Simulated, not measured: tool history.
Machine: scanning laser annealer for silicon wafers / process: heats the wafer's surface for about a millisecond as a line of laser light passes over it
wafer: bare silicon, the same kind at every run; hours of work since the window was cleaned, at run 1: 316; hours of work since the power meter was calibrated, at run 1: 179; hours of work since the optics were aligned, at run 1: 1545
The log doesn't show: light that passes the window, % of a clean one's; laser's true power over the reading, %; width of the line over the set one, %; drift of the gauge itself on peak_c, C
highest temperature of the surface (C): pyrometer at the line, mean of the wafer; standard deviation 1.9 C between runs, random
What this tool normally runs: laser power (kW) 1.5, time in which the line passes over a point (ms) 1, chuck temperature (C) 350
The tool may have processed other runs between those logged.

run   hour  laser power (kW)  time in which the line passes over a point (ms)  chuck temperature (C)  hours of work since the window was cleaned  hours of work since the power meter was calibrated  hours of work since the optics were aligned  highest temperature of the surface (C)
  1      0               1.5                                                1                    350                                         316                                                 179                                         1545                                    1037
  2     16               1.5                                                1                    350                                         328                                                 192                                         1558                                    1036
  3   37.1             1.303                                                1                    350                                         345                                                 209                                         1575                                     948
  4   51.7             1.303                                                1                    350                                         357                                                 220                                         1586                                     949
      64.1  -- window over the wafer cleaned
  5   71.2             1.303                                                1                    362                                           6                                                 234                                         1600                                     989
  6   92.1             1.303                                                1                    362                                          22                                                 251                                         1617                                     987
  7  107.2             1.303                                                1                    362                                          34                                                 263                                         1629                                     985
  8  125.3             1.303                                                1                    362                                          49                                                 277                                         1643                                     984
  9  137.3               1.5                                                1                    350                                          58                                                 287                                         1653                                    1063
 10  153.3               1.5                                              1.2                    350                                          71                                                 300                                         1665                                    1131
 11  170.7               1.5                                              1.2                    350                                          85                                                 314                                         1679                                    1131
 12    191               1.5                                             1.19                    350                                         101                                                 330                                         1695                                    1122
 13  207.7             1.625                                                1                    350                                         114                                                 343                                         1709                                    1118
 14  229.8             1.451                                                1                    350                                         132                                                 361                                         1726                                    1032
 15  242.1             1.451                                                1                    350                                         142                                                 370                                         1736                                    1033
 16  255.3             1.451                                                1                    350                                         152                                                 381                                         1747                                    1031
 17    275             1.451                                                1                    350                                         168                                                 396                                         1762                                    1031
 18  294.6             1.451                                                1                    350                                         183                                                 412                                         1778                                    1030
 19  313.7               1.5                                                1                    376                                         199                                                 427                                         1793                                    1075
 20  330.8               1.5                                                1                    376                                         212                                                 441                                         1807                                    1074
 21  351.8             1.393                                             1.19                    344                                         229                                                 458                                         1823                                    1054
 22  363.3             1.554                                                1                    362                                         238                                                 467                                         1832                                    1081
 23  375.7             1.405                                                1                    320                                         248                                                 477                                         1842                                     972
 24    392             1.326                                                1                    379                                         261                                                 490                                         1855                                     992
 25  402.6             1.599                                             0.83                    387                                         269                                                 498                                         1864                                    1054
 26  415.5             1.318                                             0.84                    355                                         280                                                 508                                         1874                                     908
 27  433.6             1.318                                             0.84                    355                                         294                                                 523                                         1888                                     911
 28  452.3             1.318                                             0.82                    325                                         309                                                 538                                         1903                                     871
 29  473.9             1.318                                             0.93                    325                                         326                                                 555                                         1920                                     906
 30  487.3               1.5                                                1                    314                                         337                                                 565                                         1931                                     999
 31  497.2               1.5                                                1                    314                                         344                                                 573                                         1939                                     998
 32  518.8             1.447                                             1.13                    386                                         362                                                 590                                         1956                                    1086
     527.5  -- optics aligned, line set to its width
     530.4  -- window over the wafer cleaned
 33  537.8             1.355                                             1.13                    350                                           6                                                 600                                            7                                    1051
 34  557.4             1.389                                             0.83                    350                                          21                                                 616                                           22                                     960
 35    567             1.347                                             0.83                    354                                          29                                                 623                                           30                                     945
 36  583.4             1.516                                                1                    335                                          42                                                 636                                           43                                    1068
 37  595.2             1.298                                             1.05                    326                                          52                                                 646                                           52                                     971
 38    613             1.646                                             1.05                    372                                          66                                                 660                                           66                                    1183
 39  622.9             1.643                                             1.19                    335                                          74                                                 668                                           74                                    1197
 40  634.8             1.598                                                1                    379                                          83                                                 677                                           84                                    1146

For each entry between runs, how does the tool's hidden state at the last listed run before it compare with that at the first listed run after it?
From run 4 to run 5: window over the wafer cleaned (hour 64.1)
  light that passes the window, % of a clean one's: 94.83 -> 99.84; width of the line over the set one, %: 3.35 -> 3.38
  measured result minus the result with no hidden state, highest temperature of the surface (C): -42 -> -12
From run 32 to run 33: optics aligned, line set to its width (hour 527.5); window over the wafer cleaned (hour 530.4)
  light that passes the window, % of a clean one's: 94.74 -> 99.71; laser's true power over the reading, %: -0.37 -> -0.38; width of the line over the set one, %: 4.1 -> 0.15
  measured result minus the result with no hidden state, highest temperature of the surface (C): -54 -> -5

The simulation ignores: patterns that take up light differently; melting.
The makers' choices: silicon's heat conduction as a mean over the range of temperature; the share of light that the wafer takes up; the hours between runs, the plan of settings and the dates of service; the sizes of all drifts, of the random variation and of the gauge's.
